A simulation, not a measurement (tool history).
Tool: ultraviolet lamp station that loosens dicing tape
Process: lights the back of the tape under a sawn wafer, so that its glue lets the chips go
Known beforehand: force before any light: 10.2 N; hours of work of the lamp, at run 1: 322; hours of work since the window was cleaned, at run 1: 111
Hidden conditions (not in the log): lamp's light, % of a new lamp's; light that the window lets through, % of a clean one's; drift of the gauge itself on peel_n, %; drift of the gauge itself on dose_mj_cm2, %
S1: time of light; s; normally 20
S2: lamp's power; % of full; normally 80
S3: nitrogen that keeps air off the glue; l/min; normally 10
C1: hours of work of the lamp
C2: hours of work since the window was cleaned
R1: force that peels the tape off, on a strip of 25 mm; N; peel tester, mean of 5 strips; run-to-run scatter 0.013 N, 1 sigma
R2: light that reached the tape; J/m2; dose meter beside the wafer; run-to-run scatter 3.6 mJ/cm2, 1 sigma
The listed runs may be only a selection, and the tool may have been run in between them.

run	hour	S1	S2	S3	C1	C2	R1	R2
1	0	20	80	10	322	111	0.778	5100
2	17.3	20	80	10	333	122	0.8	5130
3	36.5	20	80	10	345	134	0.811	5070
4	51.3	20	80	10	354	143	0.807	5020
5	70.8	20	80	10	366	155	0.876	4940
6	81	20	80	10	372	162	0.912	4950
7	100.3	20	80	10	384	174	0.882	4900
8	112.3	20	80	10	392	181	0.952	4800
9	130.8	20	80	10	403	192	0.935	4720
10	150.6	20	80	13	415	205	0.804	4650
11	163.9	13	80	10	424	213	2.078	3040
# hour 172.5: window cleaned of glue's vapour
12	182.4	13	80	10	435	6	1.565	3620
13	198.4	20	80	10	445	16	0.689	5500
14	217.2	20	80	10	456	28	0.695	5490
15	228.1	20	80	10	463	34	0.711	5480
16	243.4	20	80	5	473	44	1.206	5420
17	262	20	69	10	484	55	0.986	4660
18	275.4	15	69	10	492	64	1.732	3450
19	291	15	69	10	502	73	1.778	3460
20	305.3	20	79	10	511	82	0.809	5080
21	322.8	20	79	10	522	93	0.794	5100
22	340.2	20	79	5	533	104	1.403	5000
23	358.3	22	79	20	544	115	0.453	5470
24	374.9	24	79	5	554	126	1.018	5910
25	391.3	27	98	5	564	136	0.501	8140

Entry by entry between the runs, the difference in hidden state between the last listed run before and the first listed run after:
In the gap between runs 11 and 12: window cleaned of glue's vapour (hour 172.5)
  lamp's light, % of a new lamp's: 95 -> 94.9; light that the window lets through, % of a clean one's: 82 -> 98.9
  difference, measured minus the result without the unlogged condition, R1: +0.705 -> +0.168 N; R2: -870 -> -240 J/m2
